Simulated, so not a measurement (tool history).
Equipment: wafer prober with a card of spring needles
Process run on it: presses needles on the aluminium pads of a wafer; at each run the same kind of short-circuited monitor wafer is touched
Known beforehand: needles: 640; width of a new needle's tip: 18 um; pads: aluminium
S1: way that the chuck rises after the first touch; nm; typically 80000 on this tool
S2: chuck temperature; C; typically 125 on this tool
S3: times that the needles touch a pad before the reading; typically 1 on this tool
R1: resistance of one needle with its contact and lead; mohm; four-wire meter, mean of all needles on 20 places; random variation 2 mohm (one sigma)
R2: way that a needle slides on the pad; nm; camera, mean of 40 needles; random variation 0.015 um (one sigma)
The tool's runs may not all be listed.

| run | hour | S1 | S2 | S3 | R1 | R2 |
|---|---|---|---|---|---|---|
| 1 | 0 | 80000 | 125 | 1 | 218 | 11320 |
| 2 | 16.1 | 80000 | 125 | 1 | 213 | 11310 |
|  | 17.4 | tips cleaned on abrasive film |
| 3 | 25.9 | 80000 | 125 | 1 | 217 | 11320 |
|  | 35.4 | tips cleaned on abrasive film |
| 4 | 42 | 80000 | 125 | 1 | 213 | 11310 |
|  | 53.3 | tips cleaned on abrasive film |
| 5 | 53.3 | 80000 | 125 | 1 | 215 | 11310 |
| 6 | 66.6 | 80000 | 125 | 1 | 215 | 11280 |
|  | 71.4 | tips cleaned on abrasive film |
| 7 | 75.9 | 80000 | 38 | 1 | 197 | 11300 |
| 8 | 86.5 | 80000 | 38 | 1 | 196 | 11280 |
|  | 89.2 | tips cleaned on abrasive film |
| 9 | 94.7 | 80000 | 38 | 1 | 194 | 11300 |
|  | 107.4 | tips cleaned on abrasive film |
| 10 | 111 | 80000 | 38 | 1 | 197 | 11300 |
|  | 125.4 | tips cleaned on abrasive film |
| 11 | 125.7 | 84000 | 125 | 1 | 215 | 11870 |
| 12 | 140.7 | 80000 | 95 | 1 | 208 | 11290 |
|  | 144.4 | tips cleaned on abrasive film |
| 13 | 149.5 | 82000 | 95 | 1 | 208 | 11580 |
|  | 163.1 | tips cleaned on abrasive film |
| 14 | 164.5 | 82000 | 95 | 1 | 209 | 11570 |
| 15 | 177.1 | 82000 | 95 | 1 | 208 | 11570 |
|  | 181.3 | tips cleaned on abrasive film |
| 16 | 193.2 | 82000 | 95 | 1 | 208 | 11580 |
|  | 200.1 | tips cleaned on abrasive film |
| 17 | 200.4 | 65000 | 36 | 1 | 198 | 9180 |
| 18 | 208.6 | 65000 | 36 | 1 | 196 | 9190 |
|  | 217.7 | tips cleaned on abrasive film |
| 19 | 217.7 | 71000 | 37 | 2 | 197 | 10030 |
| 20 | 225.2 | 85000 | 54 | 1 | 202 | 11990 |
|  | 236.3 | tips cleaned on abrasive film |
| 21 | 242.1 | 69000 | 125 | 1 | 217 | 9730 |
| 22 | 249.1 | 71000 | 41 | 1 | 197 | 10040 |
|  | 254.3 | tips cleaned on abrasive film |
| 23 | 259.5 | 66000 | 101 | 1 | 213 | 9310 |
|  | 272.2 | tips cleaned on abrasive film |
| 24 | 273 | 66000 | 37 | 2 | 197 | 9300 |
| 25 | 280.9 | 66000 | 37 | 2 | 200 | 9310 |
|  | 290.3 | tips cleaned on abrasive film |
| 26 | 290.9 | 97000 | 37 | 1 | 195 | 13690 |
|  | 308.2 | tips cleaned on abrasive film |
| 27 | 308.2 | 81000 | 37 | 1 | 198 | 11430 |
| 28 | 317.4 | 81000 | 37 | 1 | 195 | 11440 |
| 29 | 324.6 | 62000 | 81 | 1 | 212 | 8750 |
|  | 326.2 | tips cleaned on abrasive film |
| 30 | 337.3 | 79000 | 81 | 1 | 206 | 11130 |
|  | 343.8 | tips cleaned on abrasive film |
| 31 | 346.7 | 76000 | 53 | 1 | 201 | 10730 |

Forecast run 32:
| 32 | 359.8 | 76000 | 53 | 1 | ? | ? |

Run 32 measured R1 199 mohm, R2 10730 nm.
Had the tool carried no hidden state, the very same run would have given R1 198 mohm, R2 10730 nm.
